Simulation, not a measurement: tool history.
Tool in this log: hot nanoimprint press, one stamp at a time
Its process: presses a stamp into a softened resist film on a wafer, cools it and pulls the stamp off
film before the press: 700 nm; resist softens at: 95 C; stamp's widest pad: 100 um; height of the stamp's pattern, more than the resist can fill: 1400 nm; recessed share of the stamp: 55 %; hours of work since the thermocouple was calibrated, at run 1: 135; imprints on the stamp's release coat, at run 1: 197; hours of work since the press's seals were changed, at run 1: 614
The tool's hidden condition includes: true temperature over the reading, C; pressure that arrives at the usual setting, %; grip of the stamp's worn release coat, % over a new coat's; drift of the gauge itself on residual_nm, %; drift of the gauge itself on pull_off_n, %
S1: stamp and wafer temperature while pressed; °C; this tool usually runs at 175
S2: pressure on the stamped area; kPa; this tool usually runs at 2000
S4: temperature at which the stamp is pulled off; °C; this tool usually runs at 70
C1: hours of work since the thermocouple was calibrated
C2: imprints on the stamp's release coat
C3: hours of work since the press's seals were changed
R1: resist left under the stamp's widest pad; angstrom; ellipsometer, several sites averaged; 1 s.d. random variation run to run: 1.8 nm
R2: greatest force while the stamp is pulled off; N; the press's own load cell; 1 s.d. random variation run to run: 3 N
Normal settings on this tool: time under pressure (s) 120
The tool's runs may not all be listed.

Run 1, day 0.000: usual settings; C1 135; C2 197; C3 614. Result: R1 2890 angstrom, R2 165 N.
Run 2, day 1.317: usual settings but S2 2390 kPa; C1 151; C2 306; C3 629. Result: R1 2633 angstrom, R2 164 N.
Run 3, day 2.629: usual settings; C1 166; C2 415; C3 645. Result: R1 2902 angstrom, R2 168 N.
Run 4, day 4.217: usual settings; C1 185; C2 546; C3 663. Result: R1 2842 angstrom, R2 166 N.
Run 5, day 5.808: usual settings; C1 203; C2 678; C3 682. Result: R1 2867 angstrom, R2 164 N.
Run 6, day 6.562: usual settings; C1 212; C2 740; C3 691. Result: R1 2874 angstrom, R2 170 N.
Run 7, day 7.658: usual settings; C1 225; C2 831; C3 704. Result: R1 2832 angstrom, R2 167 N.
Run 8, day 8.583: usual settings; C1 236; C2 908; C3 714. Result: R1 2822 angstrom, R2 174 N.
Run 9, day 9.404: usual settings but time under pressure (s) 125; C1 245; C2 975; C3 724. Result: R1 2790 angstrom, R2 168 N.
Run 10, day 10.896: usual settings but time under pressure (s) 125; C1 263; C2 1099; C3 741. Result: R1 2762 angstrom, R2 171 N.
Run 11, day 12.229: usual settings but time under pressure (s) 74; C1 278; C2 1210; C3 757. Result: R1 3369 angstrom, R2 172 N.
Run 12, day 13.904: usual settings but S4 75 °C; C1 298; C2 1348; C3 777. Result: R1 2810 angstrom, R2 148 N.
Run 13, day 15.525: usual settings but S4 75 °C; C1 317; C2 1482; C3 796. Result: R1 2831 angstrom, R2 152 N.
Run 14, day 16.892: usual settings but S4 75 °C; C1 333; C2 1595; C3 812. Result: R1 2776 angstrom, R2 151 N.
Run 15, day 17.600: usual settings; C1 341; C2 1654; C3 820. Result: R1 2803 angstrom, R2 172 N.
At day 17.871: plate thermocouple calibrated.
At day 18.729: press's hydraulic seals changed and the load cell set to zero.
Run 16, day 18.900: usual settings but S1 167 °C, time under pressure (s) 116; C1 8; C2 1724; C3 2. Result: R1 3902 angstrom, R2 173 N.
Run 17, day 20.488: usual settings but S1 167 °C, time under pressure (s) 116; C1 27; C2 1855; C3 21. Result: R1 3928 angstrom, R2 181 N.
Run 18, day 21.888: usual settings but S2 1970 kPa, time under pressure (s) 186, S4 59 °C; C1 43; C2 1971; C3 37. Result: R1 2254 angstrom, R2 237 N.
At day 22.392: plate thermocouple calibrated, once more.
Run 19, day 23.479: usual settings but S1 183 °C, S2 1500 kPa, time under pressure (s) 186, S4 59 °C; C1 13; C2 2093; C3 54. Result: R1 1907 angstrom, R2 259 N.
Run 20, day 25.133: usual settings but S1 166 °C, S2 1380 kPa, time under pressure (s) 177; C1 32; C2 2229; C3 73. Result: R1 4394 angstrom, R2 184 N.
Run 21, day 26.733: usual settings but S2 2540 kPa, time under pressure (s) 62; C1 51; C2 2362; C3 92. Result: R1 3290 angstrom, R2 197 N.
At day 27.433: stamp cleaned and given a new release coat.
Run 22, day 28.638: usual settings but S2 2540 kPa, time under pressure (s) 62; C1 70; C2 100; C3 111. Result: R1 3291 angstrom, R2 163 N.
Run 23, day 29.533: usual settings but S1 167 °C, S2 1550 kPa, S4 67 °C; C1 81; C2 174; C3 122. Result: R1 4544 angstrom, R2 177 N.
Run 24, day 30.696: usual settings but S1 167 °C, S2 1550 kPa, S4 67 °C; C1 94; C2 270; C3 136. Result: R1 4559 angstrom, R2 176 N.
Run 25, day 32.158: usual settings but S1 167 °C, S2 1550 kPa, S4 67 °C; C1 111; C2 391; C3 153. Result: R1 4504 angstrom, R2 180 N.
Run 26, day 33.254: usual settings but S1 167 °C, S2 2990 kPa, time under pressure (s) 168, S4 67 °C; C1 124; C2 482; C3 165. Result: R1 3079 angstrom, R2 183 N.
Run 27, day 34.733: usual settings but S1 167 °C, S2 2990 kPa, time under pressure (s) 168, S4 67 °C; C1 141; C2 605; C3 183. Result: R1 3054 angstrom, R2 183 N.
Run 28, day 35.596: usual settings but S1 163 °C; C1 151; C2 676; C3 193. Result: R1 4831 angstrom, R2 166 N.
Run 29, day 37.179: usual settings but S1 163 °C; C1 170; C2 807; C3 211. Result: R1 4731 angstrom, R2 170 N.

Predict each of these 5 candidate next runs independently; none follows another, all start after run 29:
Run A, day 38.362: usual settings but S1 168 °C, time under pressure (s) 84, S4 61 °C; C1 184; C2 905; C3 225. Result: R1 ?, R2 ?.
Run B, day 38.362: usual settings but S1 163 °C, S2 1620 kPa, time under pressure (s) 94; C1 184; C2 905; C3 225. Result: R1 ?, R2 ?.
Run C, day 38.362: usual settings but S1 163 °C, S2 1760 kPa; C1 184; C2 905; C3 225. Result: R1 ?, R2 ?.
Run D, day 38.362: usual settings but S1 180 °C; C1 184; C2 905; C3 225. Result: R1 ?, R2 ?.
Run E, day 38.362: usual settings but S1 169 °C, S4 74 °C; C1 184; C2 905; C3 225. Result: R1 ?, R2 ?.

run    R1   R2
  A  4346  212
  B  5411  169
  C  4998  168
  D  2198  173
  E  3763  150
Had the tool no hidden state, the same runs would have come out as:
run    R1   R2
  A  4529  202
  B  5576  162
  C  5181  161
  D  2311  166
  E  3944  145

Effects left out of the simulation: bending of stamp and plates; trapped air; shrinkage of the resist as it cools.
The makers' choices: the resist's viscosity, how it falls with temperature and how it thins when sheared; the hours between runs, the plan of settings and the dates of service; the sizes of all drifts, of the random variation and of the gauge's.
